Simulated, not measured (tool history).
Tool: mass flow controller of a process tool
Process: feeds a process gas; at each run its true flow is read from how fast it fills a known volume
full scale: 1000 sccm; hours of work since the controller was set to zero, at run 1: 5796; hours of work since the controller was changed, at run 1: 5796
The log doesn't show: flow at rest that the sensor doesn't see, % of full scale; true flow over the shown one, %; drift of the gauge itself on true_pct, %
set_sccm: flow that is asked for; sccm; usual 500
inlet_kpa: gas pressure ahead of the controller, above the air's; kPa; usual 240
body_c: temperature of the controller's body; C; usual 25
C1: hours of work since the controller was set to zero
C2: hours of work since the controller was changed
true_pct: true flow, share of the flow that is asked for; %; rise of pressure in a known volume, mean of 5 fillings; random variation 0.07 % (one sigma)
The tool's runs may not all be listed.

run 1 hour=0.0 | set_sccm=500 inlet_kpa=240 body_c=25 | C1=5796 C2=5796 | true_pct=102.94
-- hour=254.7 controller's zero set anew
run 2 hour=266.9 | set_sccm=500 inlet_kpa=240 body_c=25 | C1=8 C2=5978 | true_pct=103.84
run 3 hour=542.6 | set_sccm=500 inlet_kpa=240 body_c=25 | C1=196 C2=6166 | true_pct=103.82
-- hour=1000.6 controller's zero set anew, once more
run 4 hour=1013.8 | set_sccm=500 inlet_kpa=240 body_c=25 | C1=9 C2=6487 | true_pct=100.94
run 5 hour=1443.1 | set_sccm=500 inlet_kpa=240 body_c=25 | C1=302 C2=6780 | true_pct=101.10
run 6 hour=1731.1 | set_sccm=500 inlet_kpa=240 body_c=25 | C1=498 C2=6976 | true_pct=101.30
run 7 hour=2141.3 | set_sccm=500 inlet_kpa=240 body_c=25 | C1=778 C2=7256 | true_pct=101.29
run 8 hour=2484.1 | set_sccm=500 inlet_kpa=240 body_c=25 | C1=1012 C2=7490 | true_pct=101.57
run 9 hour=2754.2 | set_sccm=500 inlet_kpa=240 body_c=25 | C1=1196 C2=7674 | true_pct=101.67
run 10 hour=3131.2 | set_sccm=500 inlet_kpa=240 body_c=25 | C1=1453 C2=7931 | true_pct=101.90
run 11 hour=3478.5 | set_sccm=500 inlet_kpa=240 body_c=25 | C1=1690 C2=8168 | true_pct=102.08
run 12 hour=3745.2 | set_sccm=500 inlet_kpa=240 body_c=25 | C1=1872 C2=8350 | true_pct=102.16
run 13 hour=4031.3 | set_sccm=500 inlet_kpa=240 body_c=30 | C1=2067 C2=8545 | true_pct=102.56
run 14 hour=4448.4 | set_sccm=500 inlet_kpa=240 body_c=30 | C1=2351 C2=8829 | true_pct=102.80
run 15 hour=4758.3 | set_sccm=500 inlet_kpa=205 body_c=35 | C1=2563 C2=9041 | true_pct=103.31
run 16 hour=5091.8 | set_sccm=500 inlet_kpa=205 body_c=35 | C1=2790 C2=9268 | true_pct=103.48
run 17 hour=5391.9 | set_sccm=259 inlet_kpa=153 body_c=40 | C1=2995 C2=9473 | true_pct=104.67
run 18 hour=5650.6 | set_sccm=259 inlet_kpa=189 body_c=35 | C1=3171 C2=9649 | true_pct=104.40
run 19 hour=6079.6 | set_sccm=228 inlet_kpa=160 body_c=32 | C1=3464 C2=9942 | true_pct=104.90
run 20 hour=6445.5 | set_sccm=500 inlet_kpa=151 body_c=25 | C1=3713 C2=10191 | true_pct=103.43
run 21 hour=6730.6 | set_sccm=500 inlet_kpa=151 body_c=25 | C1=3908 C2=10386 | true_pct=103.68
run 22 hour=6986.1 | set_sccm=189 inlet_kpa=240 body_c=23 | C1=4082 C2=10560 | true_pct=105.90
run 23 hour=7454.5 | set_sccm=186 inlet_kpa=190 body_c=23 | C1=4401 C2=10879 | true_pct=106.37
run 24 hour=7899.0 | set_sccm=500 inlet_kpa=160 body_c=24 | C1=4704 C2=11183 | true_pct=104.24
run 25 hour=8188.7 | set_sccm=500 inlet_kpa=160 body_c=24 | C1=4902 C2=11380 | true_pct=104.45
run 26 hour=8409.5 | set_sccm=500 inlet_kpa=150 body_c=24 | C1=5053 C2=11531 | true_pct=104.54

4 ways to go on from here, each from the tool as it stands after run 26. What would each give?
run A hour=8913.5 | set_sccm=222 inlet_kpa=159 body_c=24 | C1=5396 C2=11874 | true_pct=?
run B hour=8913.5 | set_sccm=500 inlet_kpa=240 body_c=26 | C1=5396 C2=11874 | true_pct=?
run C hour=8913.5 | set_sccm=106 inlet_kpa=257 body_c=32 | C1=5396 C2=11874 | true_pct=?
run D hour=8913.5 | set_sccm=415 inlet_kpa=202 body_c=20 | C1=5396 C2=11874 | true_pct=?

run=A true_pct=107.04
run=B true_pct=104.58
run=C true_pct=112.70
run=D true_pct=104.83
Without the tool's hidden state the same runs would have given:
run=A true_pct=98.33
run=B true_pct=98.76
run=C true_pct=98.29
run=D true_pct=98.52

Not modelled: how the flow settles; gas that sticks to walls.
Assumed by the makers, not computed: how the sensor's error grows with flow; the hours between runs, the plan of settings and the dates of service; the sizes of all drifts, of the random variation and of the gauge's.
